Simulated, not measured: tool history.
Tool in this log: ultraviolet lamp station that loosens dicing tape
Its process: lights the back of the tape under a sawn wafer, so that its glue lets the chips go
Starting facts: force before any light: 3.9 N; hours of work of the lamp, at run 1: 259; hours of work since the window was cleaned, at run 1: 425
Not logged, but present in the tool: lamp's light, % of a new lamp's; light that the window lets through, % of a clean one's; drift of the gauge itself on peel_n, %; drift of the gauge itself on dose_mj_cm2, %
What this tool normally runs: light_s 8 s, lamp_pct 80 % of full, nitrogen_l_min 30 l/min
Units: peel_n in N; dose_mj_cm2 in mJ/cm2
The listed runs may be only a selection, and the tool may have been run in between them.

| run | day | light_s | lamp_pct | nitrogen_l_min | hours of work of the lamp | hours of work since the window was cleaned | peel_n | dose_mj_cm2 |
|---|---|---|---|---|---|---|---|---|
| 1 | 0.000 | 8 | 80 | 30 | 259 | 425 | 0.200 | 311 |
| 2 | 0.638 | 8 | 80 | 30 | 271 | 437 | 0.196 | 307 |
| 3 | 1.167 | 8 | 80 | 30 | 281 | 447 | 0.201 | 304 |
| 4 | 1.721 | 5 | 80 | 30 | 292 | 457 | 0.490 | 194 |
| 5 | 2.450 | 5 | 80 | 30 | 305 | 471 | 0.491 | 195 |
| 6 | 2.892 | 5 | 80 | 30 | 314 | 479 | 0.466 | 194 |
| 7 | 3.454 | 8 | 61 | 30 | 324 | 490 | 0.330 | 233 |
| 8 | 3.925 | 8 | 80 | 30 | 333 | 499 | 0.202 | 306 |
| 9 | 4.546 | 8 | 80 | 30 | 345 | 510 | 0.195 | 309 |
| 10 | 4.958 | 8 | 80 | 30 | 353 | 518 | 0.201 | 303 |
| 11 | 5.417 | 8 | 80 | 30 | 361 | 527 | 0.207 | 306 |
| 12 | 6.288 | 8 | 91 | 18 | 378 | 543 | 0.197 | 349 |
| 13 | 6.754 | 8 | 80 | 35 | 387 | 552 | 0.189 | 308 |
| 14 | 7.529 | 10 | 92 | 11 | 401 | 567 | 0.152 | 440 |
| 15 | 8.138 | 10 | 81 | 19 | 413 | 578 | 0.148 | 394 |
| 16 | 8.842 | 4 | 98 | 19 | 426 | 592 | 0.618 | 189 |
| 17 | 9.642 | 7 | 98 | 19 | 441 | 607 | 0.226 | 328 |
| 18 | 10.333 | 7 | 98 | 19 | 454 | 620 | 0.215 | 332 |
| 19 | 10.971 | 14 | 61 | 47 | 466 | 632 | 0.134 | 414 |

Predict each of these 5 candidate next runs independently; none follows another, all start after run 19:
| A | 11.912 | 13 | 61 | 9 | 484 | 649 | ? | ? |
| B | 11.912 | 10 | 81 | 30 | 484 | 649 | ? | ? |
| C | 11.912 | 8 | 80 | 42 | 484 | 649 | ? | ? |
| D | 11.912 | 10 | 68 | 21 | 484 | 649 | ? | ? |
| E | 11.912 | 8 | 80 | 32 | 484 | 649 | ? | ? |

| run | peel_n | dose_mj_cm2 |
|---|---|---|
| A | 0.231 | 383 |
| B | 0.136 | 392 |
| C | 0.182 | 310 |
| D | 0.195 | 328 |
| E | 0.207 | 311 |
The same runs, with their run-to-run variation unchanged, on a tool lacking any hidden condition would have given:
| run | peel_n | dose_mj_cm2 |
|---|---|---|
| A | 0.229 | 384 |
| B | 0.136 | 394 |
| C | 0.181 | 310 |
| D | 0.194 | 329 |
| E | 0.205 | 311 |
